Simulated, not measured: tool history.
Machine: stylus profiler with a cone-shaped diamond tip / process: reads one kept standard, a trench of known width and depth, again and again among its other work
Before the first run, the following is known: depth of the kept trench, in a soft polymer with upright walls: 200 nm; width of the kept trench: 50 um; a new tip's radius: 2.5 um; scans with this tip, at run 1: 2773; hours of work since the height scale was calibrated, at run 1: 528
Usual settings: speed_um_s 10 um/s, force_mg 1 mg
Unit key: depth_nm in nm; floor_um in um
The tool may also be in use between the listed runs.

| run | hour | speed_um_s | force_mg | scans with this tip | hours of work since the height scale was calibrated | depth_nm | floor_um |
|---|---|---|---|---|---|---|---|
| 1 | 0 | 10 | 1 | 2773 | 528 | 202.32 | 47.84 |
| 2 | 21.2 | 10 | 1 | 2847 | 543 | 202.13 | 47.81 |
| 3 | 73.5 | 10 | 1 | 3031 | 577 | 202.25 | 47.85 |
| 4 | 122.5 | 10 | 1 | 3203 | 610 | 202.38 | 47.88 |
| 5 | 161.3 | 10 | 1 | 3339 | 636 | 202.18 | 47.83 |
| 6 | 208.5 | 10 | 1 | 3505 | 668 | 202.34 | 47.87 |
| 7 | 232.2 | 10 | 2.41 | 3588 | 684 | 203.51 | 47.81 |
| 8 | 270.6 | 4 | 1 | 3723 | 709 | 202.4 | 47.87 |
| 9 | 315.9 | 10 | 0.68 | 3882 | 740 | 202.11 | 47.78 |
| 10 | 338.6 | 10 | 0.68 | 3962 | 755 | 201.9 | 47.76 |
| 11 | 365.7 | 10 | 0.68 | 4057 | 773 | 201.84 | 47.75 |
| 12 | 412.2 | 10 | 0.68 | 4221 | 804 | 201.88 | 47.73 |
| 13 | 462.2 | 10 | 0.68 | 4396 | 838 | 201.91 | 47.76 |
| 14 | 483.9 | 10 | 1 | 4473 | 852 | 202.47 | 47.79 |
| 15 | 520.3 | 10 | 1 | 4600 | 877 | 202.3 | 47.76 |
| 16 | 560.1 | 10 | 1 | 4740 | 903 | 202.45 | 47.72 |
| 17 | 607 | 31 | 1 | 4905 | 935 | 202.41 | 47.72 |
| 18 | 630.1 | 22 | 1 | 4986 | 950 | 202.45 | 47.65 |
| 19 | 667.4 | 22 | 1 | 5117 | 975 | 202.59 | 47.68 |
| 20 | 689 | 22 | 1 | 5193 | 989 | 202.38 | 47.69 |
| 21 | 737.8 | 22 | 1 | 5365 | 1022 | 202.35 | 47.65 |
| 22 | 769.3 | 20 | 1 | 5475 | 1043 | 202.34 | 47.64 |
| 23 | 812.1 | 20 | 1 | 5625 | 1072 | 202.48 | 47.65 |
| 24 | 860 | 20 | 1 | 5794 | 1104 | 202.54 | 47.61 |
| 25 | 892.8 | 5 | 2.49 | 5909 | 1126 | 204.12 | 47.68 |
|  | 897.7 | height scale calibrated on a step standard |
| 26 | 925.5 | 11 | 0.63 | 6022 | 19 | 202.37 | 47.67 |
| 27 | 973.9 | 4 | 0.43 | 6192 | 51 | 201.93 | 47.66 |
|  | 991.1 | height scale calibrated on a step standard, once more |
| 28 | 998.2 | 10 | 1.28 | 6276 | 5 | 202.11 | 47.7 |
| 29 | 1046.2 | 2 | 0.68 | 6444 | 37 | 201.31 | 47.69 |
| 30 | 1077.2 | 20 | 1.03 | 6553 | 58 | 201.65 | 47.61 |
| 31 | 1099.1 | 32 | 1 | 6630 | 72 | 201.89 | 47.59 |
| 32 | 1139.3 | 13 | 1.57 | 6771 | 99 | 202.26 | 47.61 |
| 33 | 1185.6 | 13 | 1.57 | 6934 | 130 | 202.6 | 47.66 |
| 34 | 1215.4 | 13 | 1.57 | 7039 | 150 | 202.5 | 47.65 |
| 35 | 1263.4 | 36 | 0.37 | 7207 | 182 | 200.94 | 47.41 |
| 36 | 1289.7 | 2 | 1.55 | 7300 | 200 | 202.49 | 47.66 |
| 37 | 1319.6 | 2 | 1.55 | 7405 | 220 | 202.71 | 47.63 |
| 38 | 1346.3 | 2 | 1.55 | 7499 | 238 | 202.56 | 47.63 |
| 39 | 1391.8 | 5 | 0.74 | 7658 | 268 | 201.63 | 47.69 |
| 40 | 1422.1 | 13 | 2.59 | 7765 | 288 | 203.61 | 47.65 |
| 41 | 1474.9 | 31 | 1.61 | 7950 | 324 | 202.74 | 47.54 |
| 42 | 1518.1 | 31 | 1.61 | 8102 | 353 | 202.58 | 47.52 |
| 43 | 1551.5 | 4 | 0.72 | 8219 | 375 | 201.93 | 47.61 |
| 44 | 1599.4 | 4 | 0.72 | 8387 | 407 | 201.47 | 47.56 |
| 45 | 1637.4 | 17 | 1.78 | 8521 | 432 | 202.94 | 47.48 |

What differs in the tool's unlogged condition from the final listed run ahead of each entry between runs to the first listed run following it?
Between runs 25 and 26: height scale calibrated on a step standard (hour 897.7)
  radius of the tip, um: 3.32 -> 3.34; height scale over the true one, %: 0.367 -> 0.5
  what was measured, less what the result would be without the hidden state, depth_nm: +0.75 -> +1.01 nm; floor_um: -0.31 -> -0.32 um
Between runs 27 and 28: height scale calibrated on a step standard, once more (hour 991.1)
  radius of the tip, um: 3.36 -> 3.37; height scale over the true one, %: 0.51 -> -0.041
  what was measured, less what the result would be without the hidden state, depth_nm: +1.02 -> -0.09 nm; floor_um: -0.32 -> -0.32 um

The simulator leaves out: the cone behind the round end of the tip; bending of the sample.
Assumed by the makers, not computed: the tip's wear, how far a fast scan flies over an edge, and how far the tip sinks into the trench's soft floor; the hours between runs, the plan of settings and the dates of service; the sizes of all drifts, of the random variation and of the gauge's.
